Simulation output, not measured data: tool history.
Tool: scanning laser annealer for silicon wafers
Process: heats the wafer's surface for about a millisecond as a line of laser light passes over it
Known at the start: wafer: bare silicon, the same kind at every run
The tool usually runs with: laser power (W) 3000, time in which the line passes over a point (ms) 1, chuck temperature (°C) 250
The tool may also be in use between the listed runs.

| run | hour | laser power (W) | time in which the line passes over a point (ms) | chuck temperature (°C) | highest temperature of the surface (°C) |
|---|---|---|---|---|---|
| 1 | 0 | 3000 | 1 | 250 | 1016 |
| 2 | 8.5 | 2599 | 1 | 250 | 925 |
| 3 | 24 | 3215 | 1 | 250 | 1064 |
| 4 | 37.5 | 3215 | 1 | 250 | 1065 |
| 5 | 54 | 3215 | 1 | 250 | 1068 |
| 6 | 63.9 | 3215 | 1 | 288 | 1106 |
| 7 | 78.3 | 3215 | 1 | 288 | 1099 |
| 8 | 95.4 | 3215 | 1 | 288 | 1102 |
| 9 | 103.9 | 3000 | 1 | 250 | 1014 |
| 10 | 113.6 | 3000 | 0.83 | 250 | 959 |
| 11 | 124.3 | 3000 | 0.83 | 250 | 958 |
| 12 | 143.2 | 3000 | 0.83 | 250 | 957 |
| 13 | 154 | 3227 | 1 | 227 | 1047 |
| 14 | 171.3 | 3000 | 0.79 | 278 | 972 |
| 15 | 179.6 | 3000 | 0.79 | 244 | 937 |
| 16 | 187.7 | 3207 | 0.85 | 221 | 981 |
| 17 | 201.5 | 2904 | 1.13 | 281 | 1061 |
| 18 | 211.2 | 2904 | 1.13 | 281 | 1061 |
| 19 | 222 | 2995 | 1.13 | 286 | 1088 |
| 20 | 230.5 | 2995 | 1.13 | 286 | 1095 |

Forecast each of these 3 alternatives for the next run:
| A | 247.3 | 2748 | 1.13 | 273 | ? |
| B | 247.3 | 2565 | 1.17 | 235 | ? |
| C | 247.3 | 2645 | 1.13 | 244 | ? |

| run | highest temperature of the surface (°C) |
|---|---|
| A | 1018 |
| B | 943 |
| C | 965 |
Had the tool no hidden state, the same runs would have come out as:
| run | highest temperature of the surface (°C) |
|---|---|
| A | 1018 |
| B | 943 |
| C | 965 |
